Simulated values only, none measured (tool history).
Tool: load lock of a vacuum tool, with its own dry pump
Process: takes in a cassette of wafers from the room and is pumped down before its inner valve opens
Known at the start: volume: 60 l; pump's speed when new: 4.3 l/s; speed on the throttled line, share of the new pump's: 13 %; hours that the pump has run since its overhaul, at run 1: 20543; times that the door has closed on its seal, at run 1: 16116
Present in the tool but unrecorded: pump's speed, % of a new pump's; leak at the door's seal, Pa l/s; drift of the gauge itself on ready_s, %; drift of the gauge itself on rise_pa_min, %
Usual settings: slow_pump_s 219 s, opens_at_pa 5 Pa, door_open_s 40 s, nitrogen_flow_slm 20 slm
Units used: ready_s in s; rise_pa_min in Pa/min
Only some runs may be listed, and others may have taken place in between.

run,hour,slow_pump_s,opens_at_pa,door_open_s,nitrogen_flow_slm,hours that the pump has run since its overhaul,times that the door has closed on its seal,"incoming humidity of the room's air, %",ready_s,rise_pa_min
1,0.0,219,5,40,20,20543,16116,42.0,354.2,0.036
2,606.2,219,5,40,20,21150,18006,45.5,357.0,0.047
3,1289.6,219,5,40,20,21833,20137,45.0,356.2,0.051
4,1653.8,219,5,40,20,22197,21273,44.8,354.0,0.050
5,2012.5,219,5,40,20,22556,22391,47.5,357.6,0.057
6,2576.4,148,5,40,20,23120,24149,44.6,295.6,0.061
7,2878.3,148,5,40,20,23422,25091,44.7,297.3,0.063
8,3481.4,148,5,40,20,24025,26971,44.5,298.1,0.065
# hour 3631.4: dry pump taken out, an overhauled one fitted
9,3782.1,219,5,27,20,151,27890,41.3,330.8,0.073
10,4071.1,219,5,27,20,440,28791,46.8,333.2,0.073
11,4466.8,219,5,40,44,835,30025,42.7,332.6,0.075
12,4821.9,219,5,40,44,1191,31132,44.8,333.1,0.081
13,5354.0,219,5,40,22,1723,32791,45.5,334.5,0.084
14,5912.3,219,5,89,20,2281,34532,41.7,334.3,0.100
15,6579.1,219,5,40,20,2948,36611,48.1,336.9,0.106
16,6995.7,219,5,40,20,3364,37910,48.0,337.2,0.108
17,7313.0,219,5,40,17,3682,38900,44.2,334.5,0.110
18,7664.5,219,5,40,17,4033,39996,45.4,333.5,0.113
19,8297.0,113,5,40,17,4666,41968,44.2,242.7,0.120
20,8702.2,113,5,40,17,5071,43231,46.1,244.7,0.128
21,9332.4,293,10,32,25,5701,45196,43.1,386.7,0.130
22,9924.1,365,6,40,9,6293,47041,45.9,461.0,0.148
23,10347.5,176,6,40,9,6716,48361,46.0,297.3,0.154
24,11024.8,176,6,40,9,7393,50473,47.6,298.5,0.165
25,11361.4,176,6,40,9,7730,51523,42.7,299.6,0.165
26,11969.9,176,6,40,9,8338,53420,49.0,297.6,0.181
27,12465.4,176,6,40,9,8834,54965,42.9,299.9,0.186
28,13024.5,219,5,73,29,9393,56708,45.7,341.7,0.195
29,13465.3,316,5,73,29,9834,58082,45.1,428.4,0.197
30,13955.7,123,5,110,19,10324,59612,44.3,260.7,0.203
31,14388.9,167,8,94,42,10757,60962,46.0,290.0,0.212
32,14915.1,167,5,94,42,11284,62603,45.3,297.1,0.217

Estimate the outcome of run 33 from the log above:
33,15487.1,219,5,88,6,11856,64386,47.7,?,?

Run 33 yielded ready_s 342.0 s, rise_pa_min 0.251 Pa/min.
The same run, on a tool lacking any hidden state, would have yielded ready_s 331.0 s, rise_pa_min 0.031 Pa/min.

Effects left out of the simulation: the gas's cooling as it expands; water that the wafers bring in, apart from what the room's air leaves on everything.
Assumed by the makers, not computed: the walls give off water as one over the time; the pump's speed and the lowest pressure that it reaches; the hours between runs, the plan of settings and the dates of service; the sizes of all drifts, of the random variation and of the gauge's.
